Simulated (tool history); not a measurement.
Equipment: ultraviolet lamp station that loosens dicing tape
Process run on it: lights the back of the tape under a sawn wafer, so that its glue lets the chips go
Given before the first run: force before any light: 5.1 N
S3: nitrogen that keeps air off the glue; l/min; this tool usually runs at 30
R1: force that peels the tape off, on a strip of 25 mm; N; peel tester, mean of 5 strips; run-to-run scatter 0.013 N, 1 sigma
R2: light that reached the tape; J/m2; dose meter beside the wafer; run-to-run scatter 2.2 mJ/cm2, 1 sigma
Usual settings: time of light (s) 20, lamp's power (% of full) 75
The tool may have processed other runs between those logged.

{"run": 1, "hour": 0.0, "time of light (s)": 20, "lamp's power (% of full)": 75, "S3": 30, "R1": 0.752, "R2": 1690}
{"run": 2, "hour": 12.1, "time of light (s)": 20, "lamp's power (% of full)": 75, "S3": 30, "R1": 0.726, "R2": 1650}
{"run": 3, "hour": 27.2, "time of light (s)": 20, "lamp's power (% of full)": 75, "S3": 30, "R1": 0.771, "R2": 1690}
{"run": 4, "hour": 35.9, "time of light (s)": 22, "lamp's power (% of full)": 75, "S3": 30, "R1": 0.651, "R2": 1850}
{"run": 5, "hour": 48.8, "time of light (s)": 22, "lamp's power (% of full)": 75, "S3": 30, "R1": 0.658, "R2": 1870}
{"run": 6, "hour": 62.8, "time of light (s)": 22, "lamp's power (% of full)": 75, "S3": 30, "R1": 0.655, "R2": 1820}
{"run": 7, "hour": 71.4, "time of light (s)": 20, "lamp's power (% of full)": 75, "S3": 30, "R1": 0.766, "R2": 1650}
{"run": 8, "hour": 81.5, "time of light (s)": 20, "lamp's power (% of full)": 76, "S3": 30, "R1": 0.755, "R2": 1640}
{"run": 9, "hour": 88.9, "time of light (s)": 14, "lamp's power (% of full)": 63, "S3": 11, "R1": 2.212, "R2": 940}
{"run": 10, "hour": 99.9, "time of light (s)": 14, "lamp's power (% of full)": 63, "S3": 11, "R1": 2.178, "R2": 950}
{"run": 11, "hour": 110.0, "time of light (s)": 14, "lamp's power (% of full)": 96, "S3": 38, "R1": 0.815, "R2": 1450}
{"run": 12, "hour": 123.2, "time of light (s)": 18, "lamp's power (% of full)": 78, "S3": 10, "R1": 1.408, "R2": 1520}
{"run": 13, "hour": 137.6, "time of light (s)": 18, "lamp's power (% of full)": 78, "S3": 10, "R1": 1.495, "R2": 1490}
{"run": 14, "hour": 151.5, "time of light (s)": 18, "lamp's power (% of full)": 78, "S3": 10, "R1": 1.463, "R2": 1450}
{"run": 15, "hour": 162.2, "time of light (s)": 18, "lamp's power (% of full)": 78, "S3": 10, "R1": 1.459, "R2": 1500}
{"run": 16, "hour": 176.1, "time of light (s)": 29, "lamp's power (% of full)": 79, "S3": 30, "R1": 0.415, "R2": 2390}

Alternative continuations, all from the tool just after run 16; predict every row:
{"run": "A", "hour": 192.2, "time of light (s)": 24, "lamp's power (% of full)": 75, "S3": 17, "R1": "?", "R2": "?"}
{"run": "B", "hour": 192.2, "time of light (s)": 20, "lamp's power (% of full)": 68, "S3": 9, "R1": "?", "R2": "?"}
{"run": "C", "hour": 192.2, "time of light (s)": 37, "lamp's power (% of full)": 75, "S3": 37, "R1": "?", "R2": "?"}
{"run": "D", "hour": 192.2, "time of light (s)": 29, "lamp's power (% of full)": 79, "S3": 40, "R1": "?", "R2": "?"}
{"run": "E", "hour": 192.2, "time of light (s)": 20, "lamp's power (% of full)": 90, "S3": 51, "R1": "?", "R2": "?"}

run=A R1=0.812 R2=1880
run=B R1=1.614 R2=1410
run=C R1=0.293 R2=2900
run=D R1=0.351 R2=2400
run=E R1=0.479 R2=1900
What these runs would have given with no unlogged condition in the tool:
run=A R1=0.584 R2=2320
run=B R1=1.264 R2=1740
run=C R1=0.245 R2=3570
run=D R1=0.274 R2=2960
run=E R1=0.353 R2=2330

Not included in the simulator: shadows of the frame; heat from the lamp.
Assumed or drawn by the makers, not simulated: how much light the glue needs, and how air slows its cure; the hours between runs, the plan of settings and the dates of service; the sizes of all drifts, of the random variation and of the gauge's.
